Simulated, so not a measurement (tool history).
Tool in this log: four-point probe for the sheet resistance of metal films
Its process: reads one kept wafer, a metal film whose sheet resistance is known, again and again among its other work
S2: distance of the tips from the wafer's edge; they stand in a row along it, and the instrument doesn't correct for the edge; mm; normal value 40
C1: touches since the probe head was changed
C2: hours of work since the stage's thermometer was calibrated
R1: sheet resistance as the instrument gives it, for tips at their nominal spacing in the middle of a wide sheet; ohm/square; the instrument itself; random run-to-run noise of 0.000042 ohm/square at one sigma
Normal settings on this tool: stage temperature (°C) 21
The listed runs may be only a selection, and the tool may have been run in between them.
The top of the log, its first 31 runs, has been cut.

{"run": 32, "hour": 2356.8, "stage temperature (°C)": 24, "S2": 5, "C1": 82247, "C2": 2548, "R1": 0.214714}
{"hour": 2438.5, "done": "new probe head fitted"}
{"run": 33, "hour": 2440.1, "stage temperature (°C)": 24, "S2": 5, "C1": 55, "C2": 2591, "R1": 0.215369}
{"run": 34, "hour": 2485.7, "stage temperature (°C)": 30, "S2": 28, "C1": 1607, "C2": 2615, "R1": 0.21227}
{"hour": 2528.1, "done": "stage's thermometer calibrated"}
{"run": 35, "hour": 2565.6, "stage temperature (°C)": 21, "S2": 42, "C1": 4310, "C2": 20, "R1": 0.211147}
{"run": 36, "hour": 2668.3, "stage temperature (°C)": 21, "S2": 6, "C1": 7807, "C2": 73, "R1": 0.214168}
{"run": 37, "hour": 2742.8, "stage temperature (°C)": 30, "S2": 46, "C1": 10343, "C2": 112, "R1": 0.21284}
{"run": 38, "hour": 2786.7, "stage temperature (°C)": 19, "S2": 19, "C1": 11839, "C2": 135, "R1": 0.210736}
{"run": 39, "hour": 2865.1, "stage temperature (°C)": 19, "S2": 19, "C1": 14508, "C2": 176, "R1": 0.210743}
{"run": 40, "hour": 2911.5, "stage temperature (°C)": 30, "S2": 15, "C1": 16086, "C2": 201, "R1": 0.213208}
{"run": 41, "hour": 3009.8, "stage temperature (°C)": 30, "S2": 15, "C1": 19435, "C2": 252, "R1": 0.213139}
{"run": 42, "hour": 3065.6, "stage temperature (°C)": 18, "S2": 19, "C1": 21334, "C2": 281, "R1": 0.210385}

What if the next run were any one of these 4? Each begins from the tool's condition after run 42:
{"run": "A", "hour": 3168.4, "stage temperature (°C)": 30, "S2": 29, "C1": 24832, "C2": 335, "R1": "?"}
{"run": "B", "hour": 3168.4, "stage temperature (°C)": 22, "S2": 65, "C1": 24832, "C2": 335, "R1": "?"}
{"run": "C", "hour": 3168.4, "stage temperature (°C)": 21, "S2": 5, "C1": 24832, "C2": 335, "R1": "?"}
{"run": "D", "hour": 3168.4, "stage temperature (°C)": 21, "S2": 7, "C1": 24832, "C2": 335, "R1": "?"}

run=A R1=0.212724
run=B R1=0.210867
run=C R1=0.215177
run=D R1=0.213034
Stripped of hidden state, with their random variation kept, the same runs would have yielded:
run=A R1=0.212841
run=B R1=0.210988
run=C R1=0.215301
run=D R1=0.213156
